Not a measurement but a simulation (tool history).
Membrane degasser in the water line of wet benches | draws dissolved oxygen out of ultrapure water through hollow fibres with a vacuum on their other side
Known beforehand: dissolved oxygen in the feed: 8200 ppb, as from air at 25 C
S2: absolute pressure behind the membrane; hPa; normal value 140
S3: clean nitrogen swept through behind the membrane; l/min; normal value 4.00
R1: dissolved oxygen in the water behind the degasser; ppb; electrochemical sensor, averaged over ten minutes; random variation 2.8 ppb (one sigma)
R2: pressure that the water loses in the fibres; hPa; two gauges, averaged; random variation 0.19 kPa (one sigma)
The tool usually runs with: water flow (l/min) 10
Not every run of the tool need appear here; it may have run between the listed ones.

run 1 hour=0.0 | water_flow_(l/min)=10 S2=140 S3=4.00 | R1=311.6 R2=408.6
run 2 hour=160.9 | water_flow_(l/min)=10 S2=218 S3=4.00 | R1=354.9 R2=409.1
run 3 hour=277.0 | water_flow_(l/min)=10 S2=218 S3=4.00 | R1=366.7 R2=411.9
run 4 hour=529.0 | water_flow_(l/min)=10 S2=140 S3=4.00 | R1=319.2 R2=413.6
run 5 hour=702.0 | water_flow_(l/min)=10 S2=140 S3=4.00 | R1=318.8 R2=410.9
run 6 hour=886.3 | water_flow_(l/min)=10 S2=140 S3=4.00 | R1=318.1 R2=412.7
run 7 hour=1157.1 | water_flow_(l/min)=10 S2=140 S3=4.00 | R1=327.5 R2=414.6
run 8 hour=1446.4 | water_flow_(l/min)=10 S2=140 S3=4.00 | R1=320.8 R2=410.9
run 9 hour=1629.9 | water_flow_(l/min)=10 S2=140 S3=4.00 | R1=318.4 R2=412.4
-- hour=1805.5 seals of the vacuum lines changed
run 10 hour=1913.7 | water_flow_(l/min)=6 S2=140 S3=4.00 | R1=92.5 R2=248.9
run 11 hour=2128.5 | water_flow_(l/min)=6 S2=140 S3=4.00 | R1=92.3 R2=249.5
run 12 hour=2307.5 | water_flow_(l/min)=6 S2=140 S3=4.00 | R1=92.6 R2=247.7
run 13 hour=2423.8 | water_flow_(l/min)=6 S2=140 S3=4.00 | R1=93.2 R2=247.9
run 14 hour=2709.7 | water_flow_(l/min)=6 S2=140 S3=4.00 | R1=94.0 R2=248.3
run 15 hour=2989.9 | water_flow_(l/min)=8 S2=344 S3=4.04 | R1=290.7 R2=330.2
run 16 hour=3261.7 | water_flow_(l/min)=10 S2=179 S3=4.00 | R1=350.1 R2=417.3
run 17 hour=3465.6 | water_flow_(l/min)=14 S2=188 S3=4.00 | R1=681.6 R2=580.9
run 18 hour=3715.3 | water_flow_(l/min)=14 S2=188 S3=4.00 | R1=672.4 R2=584.5
run 19 hour=3925.3 | water_flow_(l/min)=11 S2=326 S3=6.67 | R1=450.9 R2=458.0
run 20 hour=4074.6 | water_flow_(l/min)=11 S2=326 S3=6.67 | R1=455.6 R2=457.4
run 21 hour=4342.7 | water_flow_(l/min)=11 S2=326 S3=6.67 | R1=452.2 R2=463.0

Here are 5 independent what-if runs from the current tool condition. What would each one return?
run A hour=4581.8 | water_flow_(l/min)=11 S2=326 S3=2.32 | R1=? R2=?
run B hour=4581.8 | water_flow_(l/min)=8 S2=140 S3=1.75 | R1=? R2=?
run C hour=4581.8 | water_flow_(l/min)=11 S2=119 S3=6.67 | R1=? R2=?
run D hour=4581.8 | water_flow_(l/min)=8 S2=254 S3=3.53 | R1=? R2=?
run E hour=4581.8 | water_flow_(l/min)=9 S2=140 S3=4.00 | R1=? R2=?

run=A R1=654.9 R2=461.9
run=B R1=268.3 R2=338.6
run=C R1=378.5 R2=465.2
run=D R1=272.6 R2=337.7
run=E R1=269.3 R2=379.5
Stripped of hidden state, with their random variation kept, the same runs would have yielded:
run=A R1=583.0 R2=431.9
run=B R1=228.2 R2=316.8
run=C R1=309.5 R2=435.0
run=D R1=232.6 R2=315.9
run=E R1=220.2 R2=354.9
